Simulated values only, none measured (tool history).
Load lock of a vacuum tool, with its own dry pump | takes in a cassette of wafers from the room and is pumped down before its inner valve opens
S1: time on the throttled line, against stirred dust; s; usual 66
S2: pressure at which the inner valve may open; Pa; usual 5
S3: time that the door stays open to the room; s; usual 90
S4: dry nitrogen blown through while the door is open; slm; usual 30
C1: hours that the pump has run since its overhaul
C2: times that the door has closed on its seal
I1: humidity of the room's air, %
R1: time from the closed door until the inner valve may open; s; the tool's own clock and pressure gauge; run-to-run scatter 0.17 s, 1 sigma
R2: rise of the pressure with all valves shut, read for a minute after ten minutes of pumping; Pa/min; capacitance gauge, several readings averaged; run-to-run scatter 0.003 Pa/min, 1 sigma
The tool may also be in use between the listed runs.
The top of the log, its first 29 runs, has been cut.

run 30 day=155.696 | S1=118 S2=5 S3=90 S4=18 | C1=7702 C2=31535 | I1=45.6 | R1=142.8 R2=0.241
run 31 day=161.629 | S1=64 S2=5 S3=90 S4=8 | C1=7844 C2=31954 | I1=44.8 | R1=95.0 R2=0.251
run 32 day=169.333 | S1=64 S2=6 S3=92 S4=8 | C1=8029 C2=32500 | I1=45.5 | R1=93.9 R2=0.264
run 33 day=172.700 | S1=64 S2=9 S3=92 S4=5 | C1=8110 C2=32738 | I1=45.2 | R1=92.5 R2=0.272
run 34 day=179.358 | S1=113 S2=9 S3=92 S4=5 | C1=8270 C2=33209 | I1=44.1 | R1=136.3 R2=0.269
run 35 day=186.508 | S1=64 S2=4 S3=30 S4=11 | C1=8441 C2=33715 | I1=42.8 | R1=95.7 R2=0.238
run 36 day=193.662 | S1=34 S2=4 S3=30 S4=13 | C1=8613 C2=34222 | I1=44.6 | R1=69.3 R2=0.237
run 37 day=198.029 | S1=101 S2=6 S3=30 S4=27 | C1=8718 C2=34531 | I1=44.1 | R1=126.9 R2=0.235

3 ways to go on from here, each from the tool as it stands after run 37. What would each give?
run A day=204.108 | S1=114 S2=6 S3=30 S4=5 | C1=8864 C2=34961 | I1=43.2 | R1=? R2=?
run B day=204.108 | S1=66 S2=5 S3=90 S4=26 | C1=8864 C2=34961 | I1=42.2 | R1=? R2=?
run C day=204.108 | S1=101 S2=5 S3=30 S4=27 | C1=8864 C2=34961 | I1=44.5 | R1=? R2=?

run=A R1=138.6 R2=0.257
run=B R1=96.6 R2=0.269
run=C R1=128.0 R2=0.236
The same runs, with their run-to-run variation unchanged, on a tool lacking any hidden condition would have given:
run=A R1=136.5 R2=0.039
run=B R1=93.9 R2=0.051
run=C R1=125.6 R2=0.023
